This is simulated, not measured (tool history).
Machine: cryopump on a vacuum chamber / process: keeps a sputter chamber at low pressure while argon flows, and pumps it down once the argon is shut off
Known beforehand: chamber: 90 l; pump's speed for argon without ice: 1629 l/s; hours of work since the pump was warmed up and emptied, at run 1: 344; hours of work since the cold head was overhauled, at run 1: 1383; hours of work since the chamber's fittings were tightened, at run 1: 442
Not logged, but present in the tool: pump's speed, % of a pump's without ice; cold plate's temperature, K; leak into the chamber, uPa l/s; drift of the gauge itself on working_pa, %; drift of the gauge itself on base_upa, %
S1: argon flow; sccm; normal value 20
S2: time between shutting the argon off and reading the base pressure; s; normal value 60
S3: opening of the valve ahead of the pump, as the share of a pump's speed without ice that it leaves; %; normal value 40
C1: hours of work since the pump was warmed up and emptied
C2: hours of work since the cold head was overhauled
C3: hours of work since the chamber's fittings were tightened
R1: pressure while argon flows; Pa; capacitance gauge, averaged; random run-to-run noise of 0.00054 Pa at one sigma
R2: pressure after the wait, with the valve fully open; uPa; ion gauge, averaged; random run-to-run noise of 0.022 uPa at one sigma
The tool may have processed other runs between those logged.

run    hour  S1   S2  S3   C1    C2    C3      R1    R2
  1     0.0  20   60  40  344  1383   442  0.0584  1.12
  2    61.5  20   60  40  385  1423   482  0.0600  1.19
  3   116.6  20   60  40  421  1459   518  0.0615  1.32
  4   170.8  20   37  40  456  1494   554  0.0638  1.58
  5   207.6  20   60  38  480  1519   578  0.0647  1.47
      245.8  -- pump warmed up, emptied and cooled again
  6   252.3  20   60  38    4  1544   604  0.0554  1.14
  7   291.2  20   60  40   30  1570   629  0.0523  1.11
  8   335.4  20   60  40   59  1599   658  0.0536  1.16
  9   380.8  20   60  40   88  1629   688  0.0530  1.22
 10   430.0  20   60  40  120  1661   720  0.0539  1.26
 11   512.6  20  159  40  175  1715   774  0.0560  1.11
 12   594.9  20  159  40  228  1769   828  0.0557  1.27
 13   673.9  20  159  40  280  1820   880  0.0575  1.37
 14   719.2  20   60  32  310  1850   909  0.0708  1.56
 15   767.6  20   60  32  341  1882   941  0.0718  1.78
 16   849.8  20   60  32  395  1935   995  0.0732  1.91
 17   899.5  20   60  32  428  1968  1027  0.0742  2.01
 18   953.5  20   60  32  463  2003  1062  0.0763  2.04
     1018.7  -- pump warmed up, emptied and cooled again
 19  1021.1  34  172  44    2  2044  1103  0.0821  1.30
 20  1091.9   9  140  46   48  2090  1150  0.0206  1.43
 21  1142.6   9  140  46   81  2123  1183  0.0207  1.54
 22  1205.5  20  120  16  122  2165  1224  0.1323  1.58
 23  1243.4  20  120  16  147  2189  1249  0.1319  1.69
 24  1290.7  10   60  18  178  2220  1280  0.0589  1.89
 25  1339.8  10   60  18  210  2252  1312  0.0599  2.00
 26  1409.6  10   60  18  256  2298  1358  0.0608  2.13
 27  1467.4  10   60  18  293  2336  1395  0.0617  2.25
 28  1551.9  10   60  39  349  2391  1451  0.0312  2.37
 29  1593.7   8   47  44  376  2419  1478  0.0229  2.52
 30  1647.6   9   60  18  411  2454  1513  0.0571  2.50
 31  1699.6   9   60  16  445  2488  1547  0.0617  2.68
     1789.8  -- pump warmed up, emptied and cooled again
 32  1789.8  20   60  52    0  2544  1603  0.0397  2.02
 33  1867.9  18   86  52   51  2595  1654  0.0371  2.02

Each row is a separate what-if for the run after 33, all from the same tool condition, not one after another. Results?
  A  1928.8  16   25  20  91  2634  1694   ?   ?
  B  1928.8  25   60  44  91  2634  1694   ?   ?
  C  1928.8  21  294  18  91  2634  1694   ?   ?

run      R1    R2
  A  0.0841  2.79
  B  0.0614  2.27
  C  0.1244  1.94
The same runs, with their run-to-run variation unchanged, on a tool lacking any hidden condition would have given:
run      R1    R2
  A  0.0826  1.09
  B  0.0590  0.56
  C  0.1224  0.25
